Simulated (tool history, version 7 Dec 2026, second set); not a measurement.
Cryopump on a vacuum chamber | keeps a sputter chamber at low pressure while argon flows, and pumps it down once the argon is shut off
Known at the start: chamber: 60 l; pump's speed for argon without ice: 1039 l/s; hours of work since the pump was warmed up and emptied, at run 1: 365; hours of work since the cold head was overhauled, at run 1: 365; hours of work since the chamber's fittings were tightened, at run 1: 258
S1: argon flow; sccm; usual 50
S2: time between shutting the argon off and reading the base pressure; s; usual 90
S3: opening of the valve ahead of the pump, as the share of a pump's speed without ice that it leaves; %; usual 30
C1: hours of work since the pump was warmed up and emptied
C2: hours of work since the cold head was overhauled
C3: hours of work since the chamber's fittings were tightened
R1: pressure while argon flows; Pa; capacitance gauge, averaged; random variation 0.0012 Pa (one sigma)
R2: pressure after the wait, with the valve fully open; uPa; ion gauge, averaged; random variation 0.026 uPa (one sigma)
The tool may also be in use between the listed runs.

Run 1, day 0.000: usual settings; C1 365; C2 365; C3 258. Result: R1 0.2768 Pa, R2 1.23 uPa.
Run 2, day 0.988: usual settings; C1 378; C2 378; C3 271. Result: R1 0.2781 Pa, R2 1.22 uPa.
Run 3, day 1.821: usual settings; C1 390; C2 390; C3 283. Result: R1 0.2795 Pa, R2 1.23 uPa.
Run 4, day 2.562: usual settings; C1 400; C2 400; C3 293. Result: R1 0.2801 Pa, R2 1.20 uPa.
Run 5, day 3.533: usual settings but S3 31 %; C1 413; C2 413; C3 306. Result: R1 0.2703 Pa, R2 1.27 uPa.
Run 6, day 4.754: usual settings but S3 31 %; C1 430; C2 430; C3 323. Result: R1 0.2688 Pa, R2 1.21 uPa.
Run 7, day 5.796: usual settings but S3 23 %; C1 444; C2 444; C3 337. Result: R1 0.3609 Pa, R2 1.29 uPa.
Run 8, day 6.471: usual settings but S2 26 s, S3 23 %; C1 453; C2 453; C3 346. Result: R1 0.3601 Pa, R2 3.15 uPa.
Run 9, day 7.479: usual settings but S2 26 s, S3 23 %; C1 467; C2 467; C3 360. Result: R1 0.3609 Pa, R2 3.09 uPa.
Run 10, day 8.254: usual settings but S2 26 s, S3 18 %; C1 478; C2 478; C3 371. Result: R1 0.4584 Pa, R2 3.18 uPa.
Run 11, day 9.621: usual settings but S3 23 %; C1 496; C2 496; C3 389. Result: R1 0.3627 Pa, R2 1.30 uPa.
Run 12, day 10.575: usual settings but S3 23 %; C1 509; C2 509; C3 402. Result: R1 0.3617 Pa, R2 1.32 uPa.
Run 13, day 11.275: usual settings but S3 23 %; C1 519; C2 519; C3 412. Result: R1 0.3634 Pa, R2 1.31 uPa.
Run 14, day 12.021: usual settings but S3 23 %; C1 529; C2 529; C3 422. Result: R1 0.3625 Pa, R2 1.27 uPa.
Run 15, day 13.158: usual settings but S1 41 sccm; C1 545; C2 545; C3 438. Result: R1 0.2290 Pa, R2 1.31 uPa.
Run 16, day 14.458: usual settings but S1 41 sccm, S2 22 s; C1 562; C2 562; C3 455. Result: R1 0.2302 Pa, R2 3.68 uPa.
Run 17, day 15.821: usual settings but S1 41 sccm, S2 22 s; C1 581; C2 581; C3 474. Result: R1 0.2304 Pa, R2 3.74 uPa.
Run 18, day 16.646: usual settings but S1 41 sccm, S2 22 s; C1 592; C2 592; C3 485. Result: R1 0.2312 Pa, R2 3.74 uPa.
Run 19, day 17.704: usual settings but S1 55 sccm, S2 56 s, S3 31 %; C1 607; C2 607; C3 500. Result: R1 0.3017 Pa, R2 1.78 uPa.
Run 20, day 18.758: usual settings but S1 55 sccm, S2 56 s, S3 31 %; C1 621; C2 621; C3 514. Result: R1 0.3012 Pa, R2 1.83 uPa.
Run 21, day 19.917: usual settings but S1 55 sccm, S2 56 s, S3 31 %; C1 637; C2 637; C3 530. Result: R1 0.3002 Pa, R2 1.82 uPa.
Run 22, day 21.021: usual settings but S1 22 sccm, S2 27 s; C1 652; C2 652; C3 545. Result: R1 0.1243 Pa, R2 3.22 uPa.
Run 23, day 21.700: usual settings but S2 71 s; C1 661; C2 661; C3 554. Result: R1 0.2842 Pa, R2 1.64 uPa.
Run 24, day 22.675: usual settings but S2 71 s; C1 674; C2 674; C3 568. Result: R1 0.2880 Pa, R2 1.58 uPa.
Run 25, day 23.475: usual settings but S1 51 sccm, S3 16 %; C1 685; C2 685; C3 578. Result: R1 0.5307 Pa, R2 1.33 uPa.
Run 26, day 24.538: usual settings but S1 51 sccm, S3 16 %; C1 700; C2 700; C3 593. Result: R1 0.5331 Pa, R2 1.37 uPa.
Run 27, day 25.108: usual settings but S1 51 sccm, S2 32 s, S3 25 %; C1 708; C2 708; C3 601. Result: R1 0.3424 Pa, R2 2.82 uPa.
Run 28, day 26.462: usual settings but S1 23 sccm, S2 263 s, S3 25 %; C1 726; C2 726; C3 619. Result: R1 0.1556 Pa, R2 0.89 uPa.
Run 29, day 27.138: usual settings but S1 23 sccm, S2 263 s, S3 25 %; C1 735; C2 735; C3 629. Result: R1 0.1554 Pa, R2 0.83 uPa.
Run 30, day 27.971: usual settings but S1 89 sccm, S2 263 s, S3 25 %; C1 747; C2 747; C3 640. Result: R1 0.6064 Pa, R2 0.81 uPa.
Run 31, day 28.854: usual settings but S1 69 sccm, S2 152 s, S3 50 %; C1 759; C2 759; C3 652. Result: R1 0.2440 Pa, R2 1.08 uPa.
Run 32, day 30.058: usual settings but S1 47 sccm, S2 22 s, S3 23 %; C1 775; C2 775; C3 668. Result: R1 0.3461 Pa, R2 3.95 uPa.
Run 33, day 31.012: usual settings but S1 42 sccm, S2 124 s, S3 23 %; C1 788; C2 788; C3 681. Result: R1 0.3069 Pa, R2 1.19 uPa.
Run 34, day 32.112: usual settings but S1 42 sccm, S2 124 s, S3 23 %; C1 803; C2 803; C3 697. Result: R1 0.3088 Pa, R2 1.19 uPa.

Forecast each of these 5 alternatives for the next run:
Run A, day 33.404: usual settings but S1 39 sccm, S2 295 s, S3 26 %; C1 821; C2 821; C3 714. Result: R1 ?, R2 ?.
Run B, day 33.404: usual settings but S1 57 sccm; C1 821; C2 821; C3 714. Result: R1 ?, R2 ?.
Run C, day 33.404: usual settings but S1 34 sccm, S3 34 %; C1 821; C2 821; C3 714. Result: R1 ?, R2 ?.
Run D, day 33.404: usual settings but S1 26 sccm, S2 124 s, S3 26 %; C1 821; C2 821; C3 714. Result: R1 ?, R2 ?.
Run E, day 33.404: usual settings but S1 75 sccm, S2 124 s, S3 34 %; C1 821; C2 821; C3 714. Result: R1 ?, R2 ?.

run      R1    R2
  A  0.2558  0.88
  B  0.3277  1.44
  C  0.1727  1.43
  D  0.1706  1.23
  E  0.3828  1.24
Without the tool's hidden state the same runs would have given:
run      R1    R2
  A  0.2434  0.53
  B  0.3097  1.08
  C  0.1620  1.09
  D  0.1624  0.88
  E  0.3591  0.89
